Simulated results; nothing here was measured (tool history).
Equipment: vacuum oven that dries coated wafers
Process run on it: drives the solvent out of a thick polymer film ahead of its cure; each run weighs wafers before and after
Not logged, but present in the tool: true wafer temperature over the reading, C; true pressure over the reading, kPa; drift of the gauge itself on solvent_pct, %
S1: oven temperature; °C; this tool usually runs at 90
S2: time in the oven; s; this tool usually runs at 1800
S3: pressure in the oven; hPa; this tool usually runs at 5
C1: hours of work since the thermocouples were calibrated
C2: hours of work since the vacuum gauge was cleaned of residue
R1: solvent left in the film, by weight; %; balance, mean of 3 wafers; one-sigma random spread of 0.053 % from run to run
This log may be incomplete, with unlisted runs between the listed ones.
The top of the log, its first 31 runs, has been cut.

| run | hour | S1 | S2 | S3 | C1 | C2 | R1 |
|---|---|---|---|---|---|---|---|
| 32 | 357.7 | 81 | 2340 | 5.08 | 387 | 443 | 3.03 |
| 33 | 370 | 81 | 2400 | 5.08 | 393 | 449 | 2.93 |
| 34 | 376.6 | 99 | 2400 | 3.16 | 396 | 453 | 0.21 |
| 35 | 390.9 | 90 | 1320 | 5 | 403 | 460 | 3.17 |
| 36 | 398.7 | 90 | 1320 | 5 | 407 | 464 | 3.25 |
| 37 | 407 | 80 | 1200 | 7.96 | 411 | 468 | 7.21 |
| 38 | 419.9 | 91 | 1200 | 7.96 | 418 | 474 | 3.51 |
| 39 | 428.8 | 97 | 1800 | 5 | 422 | 479 | 0.77 |
| 40 | 444 | 97 | 1800 | 2.62 | 430 | 486 | 0.65 |

Consider 4 possible next runs. They are alternatives, not a sequence: every one starts from the tool as it was left by run 40. What does each give?
| A | 454.7 | 104 | 1800 | 5.14 | 435 | 491 | ? |
| B | 454.7 | 90 | 1380 | 5.71 | 435 | 491 | ? |
| C | 454.7 | 94 | 2940 | 3.75 | 435 | 491 | ? |
| D | 454.7 | 100 | 1800 | 5 | 435 | 491 | ? |

| run | R1 |
|---|---|
| A | 0.16 |
| B | 2.95 |
| C | 0.26 |
| D | 0.39 |
With no hidden state in the tool, these same runs would have given:
| run | R1 |
|---|---|
| A | 0.15 |
| B | 2.93 |
| C | 0.25 |
| D | 0.38 |
